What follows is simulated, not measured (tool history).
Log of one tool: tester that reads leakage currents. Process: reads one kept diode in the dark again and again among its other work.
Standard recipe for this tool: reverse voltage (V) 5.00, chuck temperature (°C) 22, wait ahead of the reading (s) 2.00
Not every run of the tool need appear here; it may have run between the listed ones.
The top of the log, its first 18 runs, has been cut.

run,hour,reverse voltage (V),chuck temperature (°C),wait ahead of the reading (s),current that the tester gives (pA)
19,1347.9,5.00,22,2.00,112.89
20,1428.1,5.00,22,2.00,113.10
21,1483.9,5.00,22,2.00,112.61
22,1536.3,5.00,22,2.00,112.31
23,1600.1,5.00,23,3.65,122.38
24,1690.9,5.00,23,3.65,123.25
# hour 1740.1: probe card cleaned and baked
25,1767.7,1.18,21,6.23,49.51
26,1821.2,1.18,21,6.23,49.62
27,1862.7,1.18,21,6.23,49.78
28,1932.7,1.18,21,6.23,49.55
29,1998.1,1.18,21,6.23,49.67
30,2063.1,1.18,21,6.23,49.64
31,2140.2,1.18,21,6.23,49.77
32,2209.8,9.08,21,0.87,141.11
33,2261.9,3.04,38,1.16,338.79
34,2325.8,14.60,33,0.66,503.04
35,2390.6,14.60,33,0.66,501.69
36,2443.8,5.00,38,0.61,437.98

What does the tool deliver on the next run?
37,2509.3,3.81,31,0.61,?

Run 37 gave current that the tester gives (pA) 214.95.
Minus the tool's unlogged condition, the same run would have read current that the tester gives (pA) 214.81.
